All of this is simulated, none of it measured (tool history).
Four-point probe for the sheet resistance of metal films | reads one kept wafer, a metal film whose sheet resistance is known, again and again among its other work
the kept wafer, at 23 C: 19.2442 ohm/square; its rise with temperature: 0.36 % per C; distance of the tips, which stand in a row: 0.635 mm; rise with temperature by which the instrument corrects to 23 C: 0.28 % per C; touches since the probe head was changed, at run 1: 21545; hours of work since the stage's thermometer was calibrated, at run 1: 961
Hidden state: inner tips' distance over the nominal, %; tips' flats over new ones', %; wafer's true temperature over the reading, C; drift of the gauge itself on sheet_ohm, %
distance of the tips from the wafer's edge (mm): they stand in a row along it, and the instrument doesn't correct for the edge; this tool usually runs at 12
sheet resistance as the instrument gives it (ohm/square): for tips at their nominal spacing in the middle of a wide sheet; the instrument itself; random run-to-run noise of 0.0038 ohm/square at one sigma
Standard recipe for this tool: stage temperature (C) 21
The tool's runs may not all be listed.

run    hour  stage temperature (C)  distance of the tips from the wafer's edge (mm)  touches since the probe head was changed  hours of work since the stage's thermometer was calibrated  sheet resistance as the instrument gives it (ohm/square)
  1     0.0                     21                                               12                                     21545                                                         961                                                 19.233442
  2    40.6                     21                                               44                                     22607                                                         994                                                 19.197428
  3    95.0                     21                                                5                                     24031                                                        1037                                                 19.372407
  4   135.3                     25                                               12                                     25085                                                        1069                                                 19.298445
  5   174.3                     21                                               63                                     26106                                                        1100                                                 19.195145
  6   204.9                     19                                               12                                     26905                                                        1125                                                 19.192910
  7   239.2                     21                                               13                                     27802                                                        1152                                                 19.221271
  8   305.6                     21                                               13                                     29539                                                        1205                                                 19.217630
  9   339.3                     21                                               13                                     30422                                                        1232                                                 19.224903
 10   406.5                     21                                               13                                     32180                                                        1285                                                 19.217082
 11   455.1                     23                                               12                                     33451                                                        1324                                                 19.253930
 12   515.1                     23                                               12                                     35022                                                        1372                                                 19.253045
 13   552.2                     23                                               12                                     35991                                                        1401                                                 19.250545
 14   615.8                     23                                               12                                     37657                                                        1452                                                 19.244449
 15   655.3                     23                                               12                                     38689                                                        1483                                                 19.244446
 16   710.1                     23                                               12                                     40123                                                        1527                                                 19.243060
 17   759.9                     33                                               12                                     41426                                                        1567                                                 19.394748
 18   795.9                     20                                                9                                     42367                                                        1595                                                 19.211230
 19   840.4                     34                                                3                                     43531                                                        1631                                                 19.834784
 20   905.6                     34                                               20                                     45237                                                        1682                                                 19.384966
 21   970.7                     33                                                7                                     46941                                                        1734                                                 19.445210
 22  1008.2                     28                                               37                                     47922                                                        1764                                                 19.279365
 23  1042.3                     19                                               37                                     48814                                                        1791                                                 19.141054
 24  1112.0                     19                                               17                                     50636                                                        1847                                                 19.156794
 25  1160.9                     19                                               17                                     51917                                                        1886                                                 19.143813
 26  1190.9                     30                                               39                                     52700                                                        1910                                                 19.314519
 27  1234.2                     32                                               26                                     53833                                                        1944                                                 19.345838
 28  1277.6                     21                                               25                                     54969                                                        1979                                                 19.170912
 29  1342.3                     20                                               16                                     56661                                                        2030                                                 19.152664
 30  1376.3                     34                                                5                                     57552                                                        2057                                                 19.522375
 31  1417.2                     21                                                4                                     58622                                                        2090                                                 19.416939
 32  1477.1                     21                                                4                                     60187                                                        2138                                                 19.404208
 33  1533.2                     29                                               13                                     61655                                                        2182                                                 19.307216

3 ways to go on from here, each from the tool as it stands after run 33. What would each give?
  A  1588.6                     34                                                4                                     63106                                                        2226                                                         ?
  B  1588.6                     19                                               18                                     63106                                                        2226                                                         ?
  C  1588.6                     18                                                3                                     63106                                                        2226                                                         ?

run  sheet resistance as the instrument gives it (ohm/square)
  A                                                 19.607256
  B                                                 19.132255
  C                                                 19.560463
Without the tool's unlogged condition, the same runs would have read:
run  sheet resistance as the instrument gives it (ohm/square)
  A                                                 19.669754
  B                                                 19.192038
  C                                                 19.621335
